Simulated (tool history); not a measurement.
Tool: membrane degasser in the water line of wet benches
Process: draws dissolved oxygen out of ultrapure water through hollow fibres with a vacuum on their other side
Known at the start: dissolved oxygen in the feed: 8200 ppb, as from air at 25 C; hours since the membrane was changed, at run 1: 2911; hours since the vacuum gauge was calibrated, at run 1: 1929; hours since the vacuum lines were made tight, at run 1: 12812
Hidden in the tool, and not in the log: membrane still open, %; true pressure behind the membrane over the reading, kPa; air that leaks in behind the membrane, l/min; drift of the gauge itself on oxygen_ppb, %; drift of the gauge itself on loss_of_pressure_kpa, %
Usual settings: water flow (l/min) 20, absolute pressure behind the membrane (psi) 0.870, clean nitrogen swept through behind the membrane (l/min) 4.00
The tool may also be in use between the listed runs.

run,hour,water flow (l/min),absolute pressure behind the membrane (psi),clean nitrogen swept through behind the membrane (l/min),hours since the membrane was changed,hours since the vacuum gauge was calibrated,hours since the vacuum lines were made tight,dissolved oxygen in the water behind the degasser (ppb),pressure that the water loses in the fibres (psi)
1,0.0,20,0.870,4.00,2911,1929,12812,130.7,4.274
2,89.1,20,0.870,4.00,3000,2018,12901,131.9,4.280
3,190.3,20,1.542,4.00,3101,2119,13003,185.6,4.241
4,240.3,20,1.542,4.00,3151,2169,13053,185.0,4.303
5,306.8,20,1.542,4.00,3218,2236,13119,186.0,4.248
6,407.1,16,0.870,4.00,3318,2336,13219,78.1,3.416
7,492.8,20,1.062,4.00,3404,2422,13305,147.4,4.264
8,589.2,17,1.062,4.00,3500,2518,13402,102.7,3.646
9,690.5,17,1.062,4.00,3601,2619,13503,103.8,3.629
10,767.1,17,1.062,4.00,3678,2696,13579,102.0,3.627
11,851.0,20,0.870,4.00,3762,2780,13663,132.6,4.266
# hour 868.7: seals of the vacuum lines changed
12,905.4,29,0.870,4.00,3814,2832,37,295.0,6.219
13,985.2,20,0.870,4.00,3894,2912,117,130.1,4.253
14,1057.4,20,0.870,4.00,3966,2984,189,129.4,4.263
15,1132.0,20,0.870,4.00,4041,3059,263,131.2,4.264
16,1205.4,20,0.870,4.00,4114,3132,337,132.4,4.287
17,1289.5,20,1.289,8.71,4199,3217,421,130.3,4.270
18,1359.7,17,0.870,3.88,4269,3287,491,90.2,3.703
19,1429.0,17,0.870,3.88,4338,3356,560,89.2,3.627
20,1521.2,20,0.564,6.68,4430,3448,653,103.3,4.283
# hour 1534.3: vacuum gauge calibrated
21,1572.0,20,0.564,6.68,4481,38,703,103.3,4.260
22,1651.5,24,0.564,8.30,4560,117,782,165.6,5.111
23,1716.7,24,1.201,2.97,4625,182,847,252.3,5.110
24,1758.2,20,0.744,2.76,4667,224,889,129.8,4.280
25,1829.8,20,0.744,2.76,4738,295,961,131.1,4.292
26,1874.5,14,0.744,3.66,4783,340,1005,48.8,3.005

3 ways to go on from here, each from the tool as it stands after run 26. What would each give?
A,1934.6,30,1.423,3.91,4843,400,1065,?,?
B,1934.6,17,1.476,7.75,4843,400,1065,?,?
C,1934.6,20,1.536,1.92,4843,400,1065,?,?

run,dissolved oxygen in the water behind the degasser (ppb),pressure that the water loses in the fibres (psi)
A,388.7,6.432
B,99.7,3.649
C,269.9,4.308
Without the tool's hidden state the same runs would have given:
run,dissolved oxygen in the water behind the degasser (ppb),pressure that the water loses in the fibres (psi)
A,388.6,6.431
B,99.7,3.649
C,269.9,4.308

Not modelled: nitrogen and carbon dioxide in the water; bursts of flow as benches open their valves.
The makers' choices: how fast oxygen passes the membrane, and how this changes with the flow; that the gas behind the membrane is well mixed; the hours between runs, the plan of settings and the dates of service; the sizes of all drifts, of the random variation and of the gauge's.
